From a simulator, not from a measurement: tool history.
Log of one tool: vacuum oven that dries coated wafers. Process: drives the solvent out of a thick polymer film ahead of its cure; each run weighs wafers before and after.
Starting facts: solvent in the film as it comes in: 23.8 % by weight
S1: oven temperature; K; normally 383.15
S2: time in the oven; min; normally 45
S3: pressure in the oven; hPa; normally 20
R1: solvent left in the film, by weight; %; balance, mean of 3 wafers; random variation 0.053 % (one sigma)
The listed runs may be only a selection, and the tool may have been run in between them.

run   hour      S1  S2    S3    R1
  1      0  383.15  45    20  1.96
  2   34.9  383.15  45    20  2.05
  3   81.5  383.15  74    20  1.36
  4  129.9  383.15  74    20  1.37
  5  167.2  394.15  45    20  0.92
  6    202  394.15  45    20  0.94
  7  237.9  383.15  45  24.6  2.32
  8  294.5  383.15  45  24.6  2.33
  9  328.6  383.15  45  24.6  2.35
     336.5  -- oven's thermocouples calibrated
 10  390.9  398.15  24    20  1.54
 11  455.2  392.15  54  51.8  2.46
     464.7  -- oven's thermocouples calibrated, once more
 12  511.7  375.15  29  66.4  8.88
 13  547.8  375.15  29  66.4  9.16

A few steps of R1 between consecutive runs. Split each: what settings, incoming material and random variation would produce without the hidden state, and what is left over for the hidden state, along with gauge scatter present in only one of the two compared results (measured, and without hidden state):
Hidden state at play: true wafer temperature over the reading, C; true pressure over the reading, kPa; drift of the gauge itself on solvent_pct, %.
Run 6 -> 7: S1 394.15 -> 383.15, S3 20 -> 24.6. R1 +1.38 %: hidden state +0.09, all else +1.29.
Run 11 -> 12: S1 392.15 -> 375.15, S2 54 -> 29, S3 51.8 -> 66.4, oven's thermocouples calibrated, once more. R1 +6.42 %: hidden state +0.02, all else +6.4.
